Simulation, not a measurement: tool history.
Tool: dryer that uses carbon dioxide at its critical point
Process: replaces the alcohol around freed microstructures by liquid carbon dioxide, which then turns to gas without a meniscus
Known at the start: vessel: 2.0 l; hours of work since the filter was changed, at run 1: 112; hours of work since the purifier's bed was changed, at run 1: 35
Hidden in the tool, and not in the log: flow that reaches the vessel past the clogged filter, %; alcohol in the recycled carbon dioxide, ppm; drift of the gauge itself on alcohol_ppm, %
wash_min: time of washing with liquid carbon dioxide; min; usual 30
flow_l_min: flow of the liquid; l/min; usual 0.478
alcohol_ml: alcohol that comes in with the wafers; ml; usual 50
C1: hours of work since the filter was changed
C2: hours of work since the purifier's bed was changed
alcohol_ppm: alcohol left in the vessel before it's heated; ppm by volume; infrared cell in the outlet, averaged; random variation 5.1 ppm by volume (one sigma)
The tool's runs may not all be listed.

run 1 hour=0 | wash_min=30 flow_l_min=0.478 alcohol_ml=50 | C1=112 C2=35 | alcohol_ppm=108
run 2 hour=6.1 | wash_min=30 flow_l_min=0.478 alcohol_ml=29 | C1=114 C2=37 | alcohol_ppm=73
run 3 hour=18.3 | wash_min=30 flow_l_min=0.478 alcohol_ml=51 | C1=119 C2=41 | alcohol_ppm=121
run 4 hour=26.4 | wash_min=30 flow_l_min=0.478 alcohol_ml=51 | C1=121 C2=44 | alcohol_ppm=121
run 5 hour=33 | wash_min=30 flow_l_min=0.478 alcohol_ml=45 | C1=124 C2=46 | alcohol_ppm=100
run 6 hour=40.3 | wash_min=30 flow_l_min=0.478 alcohol_ml=45 | C1=126 C2=49 | alcohol_ppm=107
run 7 hour=50.8 | wash_min=30 flow_l_min=0.478 alcohol_ml=45 | C1=130 C2=53 | alcohol_ppm=113
run 8 hour=60.3 | wash_min=30 flow_l_min=0.478 alcohol_ml=45 | C1=133 C2=56 | alcohol_ppm=115
run 9 hour=65.9 | wash_min=30 flow_l_min=0.478 alcohol_ml=45 | C1=135 C2=58 | alcohol_ppm=127
run 10 hour=72.5 | wash_min=30 flow_l_min=0.478 alcohol_ml=45 | C1=137 C2=60 | alcohol_ppm=119
run 11 hour=79.6 | wash_min=30 flow_l_min=0.478 alcohol_ml=45 | C1=140 C2=63 | alcohol_ppm=124
run 12 hour=91.8 | wash_min=30 flow_l_min=0.478 alcohol_ml=50 | C1=144 C2=67 | alcohol_ppm=133
run 13 hour=99.4 | wash_min=30 flow_l_min=0.478 alcohol_ml=90 | C1=147 C2=70 | alcohol_ppm=204
run 14 hour=106.7 | wash_min=30 flow_l_min=0.478 alcohol_ml=90 | C1=149 C2=72 | alcohol_ppm=213
run 15 hour=115.1 | wash_min=26 flow_l_min=0.48 alcohol_ml=71 | C1=152 C2=75 | alcohol_ppm=330
run 16 hour=124.9 | wash_min=26 flow_l_min=0.48 alcohol_ml=71 | C1=156 C2=78 | alcohol_ppm=314
run 17 hour=130.3 | wash_min=30 flow_l_min=0.309 alcohol_ml=112 | C1=158 C2=80 | alcohol_ppm=1544
run 18 hour=142.9 | wash_min=19 flow_l_min=0.478 alcohol_ml=65 | C1=162 C2=85 | alcohol_ppm=1038
run 19 hour=155.5 | wash_min=19 flow_l_min=0.478 alcohol_ml=65 | C1=166 C2=89 | alcohol_ppm=1038
run 20 hour=167.5 | wash_min=19 flow_l_min=0.478 alcohol_ml=65 | C1=171 C2=93 | alcohol_ppm=1064
run 21 hour=173.8 | wash_min=26 flow_l_min=0.52 alcohol_ml=71 | C1=173 C2=96 | alcohol_ppm=266
run 22 hour=181.8 | wash_min=26 flow_l_min=0.678 alcohol_ml=32 | C1=176 C2=98 | alcohol_ppm=86
run 23 hour=192.6 | wash_min=26 flow_l_min=0.678 alcohol_ml=32 | C1=179 C2=102 | alcohol_ppm=81
run 24 hour=201.5 | wash_min=39 flow_l_min=0.363 alcohol_ml=45 | C1=183 C2=105 | alcohol_ppm=162
run 25 hour=211 | wash_min=30 flow_l_min=0.466 alcohol_ml=50 | C1=186 C2=109 | alcohol_ppm=193

Forecast each of these 4 alternatives for the next run:
run A hour=219.7 | wash_min=24 flow_l_min=0.412 alcohol_ml=69 | C1=189 C2=112 | alcohol_ppm=?
run B hour=219.7 | wash_min=21 flow_l_min=0.508 alcohol_ml=82 | C1=189 C2=112 | alcohol_ppm=?
run C hour=219.7 | wash_min=28 flow_l_min=0.353 alcohol_ml=50 | C1=189 C2=112 | alcohol_ppm=?
run D hour=219.7 | wash_min=30 flow_l_min=0.466 alcohol_ml=47 | C1=189 C2=112 | alcohol_ppm=?

run=A alcohol_ppm=856
run=B alcohol_ppm=790
run=C alcohol_ppm=632
run=D alcohol_ppm=174
Without the tool's hidden state the same runs would have given:
run=A alcohol_ppm=541
run=B alcohol_ppm=488
run=C alcohol_ppm=392
run=D alcohol_ppm=65
